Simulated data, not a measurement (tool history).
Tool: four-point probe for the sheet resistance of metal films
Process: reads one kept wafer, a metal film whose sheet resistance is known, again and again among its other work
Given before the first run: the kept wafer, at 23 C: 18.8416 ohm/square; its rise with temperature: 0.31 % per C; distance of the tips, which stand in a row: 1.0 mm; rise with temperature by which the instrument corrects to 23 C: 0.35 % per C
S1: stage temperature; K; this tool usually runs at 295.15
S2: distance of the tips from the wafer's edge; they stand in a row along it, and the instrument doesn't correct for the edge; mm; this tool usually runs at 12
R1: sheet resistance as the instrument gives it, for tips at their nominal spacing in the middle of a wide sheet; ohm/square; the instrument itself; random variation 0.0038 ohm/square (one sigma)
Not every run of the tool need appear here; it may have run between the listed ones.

run    hour      S1  S2         R1
  1     0.0  295.15  12  19.030136
  2    62.1  295.15  12  19.044362
  3   162.1  295.15  12  19.058302
  4   212.6  295.15  12  19.061843
  5   302.3  307.15  12  18.970453
  6   373.3  302.15  12  19.019436
  7   485.2  293.15  12  19.109634
  8   571.6  292.15  12  19.126608
  9   679.4  292.15  12  19.135295
 10   747.3  292.15  12  19.147403
      838.9  -- stage's thermometer calibrated
 11   860.6  292.15  12  19.139367
 12   919.8  292.15  12  19.151253
 13  1001.8  291.15  18  19.126613
 14  1110.9  307.15  51  18.977621
 15  1222.7  295.15  68  19.087722
     1281.5  -- new probe head fitted
 16  1320.8  295.15  68  18.767476
 17  1413.2  295.15  68  18.781795
 18  1466.0  302.15  12  18.794341
 19  1533.3  302.15  12  18.804779
 20  1616.5  302.15  12  18.816646
 21  1714.9  303.15  18  18.784143
 22  1808.8  303.15  18  18.787646
 23  1860.7  303.15  18  18.803242

Each row is a separate what-if for the run after 23, all from the same tool condition, not one after another. Results?
  A  1948.0  307.15  47   ?
  B  1948.0  301.15  33   ?
  C  1948.0  295.15  12   ?
  D  1948.0  295.15  14   ?
  E  1948.0  305.15  18   ?

run         R1
  A  18.745203
  B  18.795054
  C  18.909283
  D  18.898663
  E  18.794021
With the hidden condition removed and each run's random variation left untouched, the same runs would have given:
run         R1
  A  18.753159
  B  18.802852
  C  18.916938
  D  18.906315
  E  18.801937
